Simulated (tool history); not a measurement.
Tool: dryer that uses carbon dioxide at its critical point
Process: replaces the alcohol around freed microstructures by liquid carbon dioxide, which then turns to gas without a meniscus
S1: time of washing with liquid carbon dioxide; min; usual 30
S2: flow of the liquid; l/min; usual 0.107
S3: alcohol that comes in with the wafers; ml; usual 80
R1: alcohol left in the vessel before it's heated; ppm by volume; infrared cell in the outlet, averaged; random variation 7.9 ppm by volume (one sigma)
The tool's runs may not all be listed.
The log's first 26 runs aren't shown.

| run | hour | S1 | S2 | S3 | R1 |
|---|---|---|---|---|---|
| 27 | 853.9 | 40 | 0.163 | 63 | 140 |
| 28 | 895 | 30 | 0.181 | 46 | 130 |
| 29 | 927 | 21 | 0.1 | 80 | 3572 |
| 30 | 954 | 21 | 0.1 | 80 | 3676 |
| 31 | 990.1 | 30 | 0.073 | 80 | 3452 |
| 32 | 1022.8 | 30 | 0.073 | 80 | 3334 |
| 33 | 1050.8 | 25 | 0.092 | 34 | 1222 |
| 34 | 1086.8 | 47 | 0.116 | 53 | 151 |
| 35 | 1108.9 | 47 | 0.116 | 53 | 159 |
| 36 | 1139.8 | 28 | 0.092 | 80 | 1689 |
| 37 | 1169.8 | 28 | 0.092 | 80 | 1710 |
| 38 | 1190.2 | 28 | 0.092 | 80 | 1765 |

The next listed run, before its measurement:
| 39 | 1213.6 | 35 | 0.121 | 30 | ? |

R1: 189 ppm by volume
Without the tool's hidden state the same run would have given R1 26 ppm by volume.
